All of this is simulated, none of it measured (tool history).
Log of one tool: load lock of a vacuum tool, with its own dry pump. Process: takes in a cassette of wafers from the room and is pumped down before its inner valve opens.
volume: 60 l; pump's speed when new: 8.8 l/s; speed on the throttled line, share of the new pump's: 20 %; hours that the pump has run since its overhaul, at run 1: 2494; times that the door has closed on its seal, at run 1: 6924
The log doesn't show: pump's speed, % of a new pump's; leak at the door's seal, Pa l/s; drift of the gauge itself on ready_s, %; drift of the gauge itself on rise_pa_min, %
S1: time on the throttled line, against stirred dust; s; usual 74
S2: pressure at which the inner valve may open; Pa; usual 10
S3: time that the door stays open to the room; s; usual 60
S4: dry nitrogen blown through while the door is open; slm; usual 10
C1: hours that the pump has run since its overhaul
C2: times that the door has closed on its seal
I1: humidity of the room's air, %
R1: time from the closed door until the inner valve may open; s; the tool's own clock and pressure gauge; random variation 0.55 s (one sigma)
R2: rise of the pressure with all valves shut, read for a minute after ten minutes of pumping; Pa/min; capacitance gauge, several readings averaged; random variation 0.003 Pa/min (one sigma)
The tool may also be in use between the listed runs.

{"run": 1, "day": 0.0, "S1": 74, "S2": 10, "S3": 60, "S4": 10, "C1": 2494, "C2": 6924, "I1": 44, "R1": 123.6, "R2": 0.052}
{"run": 2, "day": 5.275, "S1": 80, "S2": 10, "S3": 60, "S4": 10, "C1": 2621, "C2": 7130, "I1": 47.2, "R1": 127.8, "R2": 0.059}
{"run": 3, "day": 11.112, "S1": 80, "S2": 10, "S3": 60, "S4": 10, "C1": 2761, "C2": 7358, "I1": 44.4, "R1": 128.4, "R2": 0.054}
{"run": 4, "day": 20.483, "S1": 80, "S2": 10, "S3": 60, "S4": 10, "C1": 2986, "C2": 7724, "I1": 46.6, "R1": 129.3, "R2": 0.064}
{"run": 5, "day": 26.288, "S1": 80, "S2": 10, "S3": 60, "S4": 10, "C1": 3125, "C2": 7950, "I1": 44.8, "R1": 128.5, "R2": 0.064}
{"run": 6, "day": 30.983, "S1": 74, "S2": 10, "S3": 60, "S4": 19, "C1": 3238, "C2": 8134, "I1": 43.7, "R1": 124, "R2": 0.055}
{"run": 7, "day": 37.658, "S1": 74, "S2": 10, "S3": 60, "S4": 19, "C1": 3398, "C2": 8394, "I1": 43.1, "R1": 123.1, "R2": 0.053}
{"run": 8, "day": 42.954, "S1": 133, "S2": 10, "S3": 60, "S4": 19, "C1": 3525, "C2": 8601, "I1": 45.5, "R1": 172.6, "R2": 0.053}
{"run": 9, "day": 47.254, "S1": 113, "S2": 10, "S3": 60, "S4": 10, "C1": 3628, "C2": 8769, "I1": 45.1, "R1": 154, "R2": 0.059}
{"run": 10, "day": 51.433, "S1": 74, "S2": 10, "S3": 60, "S4": 10, "C1": 3729, "C2": 8932, "I1": 45.1, "R1": 124.4, "R2": 0.061}
{"run": 11, "day": 59.358, "S1": 74, "S2": 10, "S3": 60, "S4": 10, "C1": 3919, "C2": 9241, "I1": 45.3, "R1": 124.3, "R2": 0.053}
{"run": 12, "day": 63.446, "S1": 74, "S2": 10, "S3": 60, "S4": 10, "C1": 4017, "C2": 9401, "I1": 42.5, "R1": 124.6, "R2": 0.063}
{"run": 13, "day": 70.958, "S1": 74, "S2": 11, "S3": 60, "S4": 10, "C1": 4197, "C2": 9694, "I1": 42.7, "R1": 124.1, "R2": 0.063}
{"run": 14, "day": 76.092, "S1": 74, "S2": 11, "S3": 60, "S4": 10, "C1": 4321, "C2": 9894, "I1": 45.7, "R1": 124.5, "R2": 0.059}
{"run": 15, "day": 81.112, "S1": 74, "S2": 11, "S3": 60, "S4": 10, "C1": 4441, "C2": 10090, "I1": 45.3, "R1": 123.8, "R2": 0.062}
{"run": 16, "day": 91.008, "S1": 74, "S2": 11, "S3": 60, "S4": 10, "C1": 4679, "C2": 10476, "I1": 42.8, "R1": 124.1, "R2": 0.06}
{"run": 17, "day": 100.154, "S1": 74, "S2": 11, "S3": 60, "S4": 10, "C1": 4898, "C2": 10833, "I1": 47, "R1": 122.9, "R2": 0.065}
{"run": 18, "day": 104.738, "S1": 74, "S2": 11, "S3": 60, "S4": 10, "C1": 5008, "C2": 11012, "I1": 45.3, "R1": 123.6, "R2": 0.068}

The next listed run, before its measurement:
{"run": 19, "day": 111.321, "S1": 74, "S2": 11, "S3": 60, "S4": 10, "C1": 5166, "C2": 11269, "I1": 47.3, "R1": "?", "R2": "?"}

Run 19 gave R1 123.7 s, R2 0.069 Pa/min.
Without the tool's hidden state the same run would have given R1 120.8 s, R2 0.046 Pa/min.
